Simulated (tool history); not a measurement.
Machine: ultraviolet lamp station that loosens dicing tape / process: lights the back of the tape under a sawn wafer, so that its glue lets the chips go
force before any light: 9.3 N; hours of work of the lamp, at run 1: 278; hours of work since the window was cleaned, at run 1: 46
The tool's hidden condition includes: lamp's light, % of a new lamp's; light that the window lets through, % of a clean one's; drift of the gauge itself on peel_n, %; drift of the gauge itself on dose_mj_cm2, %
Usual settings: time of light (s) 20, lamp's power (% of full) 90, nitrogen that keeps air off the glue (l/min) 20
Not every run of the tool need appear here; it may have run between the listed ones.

run	hour	time of light (s)	lamp's power (% of full)	nitrogen that keeps air off the glue (l/min)	hours of work of the lamp	hours of work since the window was cleaned	force that peels the tape off (N)	light that reached the tape (mJ/cm2)
1	0	20	90	20	278	46	0.539	261
2	6.6	20	90	20	282	50	0.555	260
3	12.5	20	90	20	286	54	0.551	260
4	16.9	20	90	20	289	57	0.559	259
5	24.7	20	90	20	295	63	0.574	256
6	30.5	20	90	20	299	67	0.575	257
7	36	20	90	20	302	70	0.573	258
8	43.6	20	90	20	307	75	0.554	257
9	50	20	78	20	312	80	0.828	221
10	55.2	25	78	20	315	83	0.483	273
11	64.2	25	78	20	321	90	0.497	272
12	69.8	20	90	8	325	93	1.004	250
# hour 70.8: window cleaned of glue's vapour
13	77.4	20	90	8	330	4	1.068	247
14	83	20	90	20	334	8	0.625	245
15	89.1	20	90	20	338	12	0.636	247
16	95.6	20	90	20	342	17	0.611	246
17	102.7	24	69	12	347	22	1.046	219
18	107.5	15	78	13	351	25	1.909	156
19	112.9	20	73	33	354	29	0.806	199
20	117.4	20	95	7	357	32	1.09	249
21	124	22	70	20	362	36	0.916	203
22	128.4	22	70	20	365	39	0.96	204
# hour 131.1: window cleaned of glue's vapour, once more
23	135.1	19	87	8	369	3	1.139	240
24	139.5	19	87	8	372	6	1.155	237
25	144	12	64	14	375	9	2.839	110
26	152.2	12	92	10	381	14	2.095	161
27	156.7	12	92	10	384	17	2.133	155
28	165.6	12	92	10	390	23	2.094	158
29	173.1	11	90	7	395	29	2.645	140
30	178	29	80	7	398	32	0.625	327
31	185.2	11	76	25	403	37	2.318	116

Table of differences, measured result less the result of that run with no hidden state. Run-to-run variation is the same in both. Gauge scatter possibly is not:
run	force that peels the tape off (N)	light that reached the tape (mJ/cm2)
1	+0.115	-26
2	+0.122	-26
3	+0.123	-28
4	+0.129	-28
5	+0.133	-29
6	+0.138	-30
7	+0.138	-31
8	+0.14	-31
9	+0.196	-28
10	+0.127	-35
11	+0.134	-36
12	+0.241	-34
13	+0.291	-39
14	+0.195	-40
15	+0.203	-41
16	+0.198	-42
17	+0.308	-39
18	+0.458	-27
19	+0.257	-35
20	+0.33	-46
21	+0.294	-38
22	+0.31	-39
23	+0.201	-24
24	+0.207	-24
25	+0.314	-12
26	+0.303	-17
27	+0.313	-17
28	+0.319	-17
29	+0.343	-16
30	+0.152	-39
31	+0.362	-14
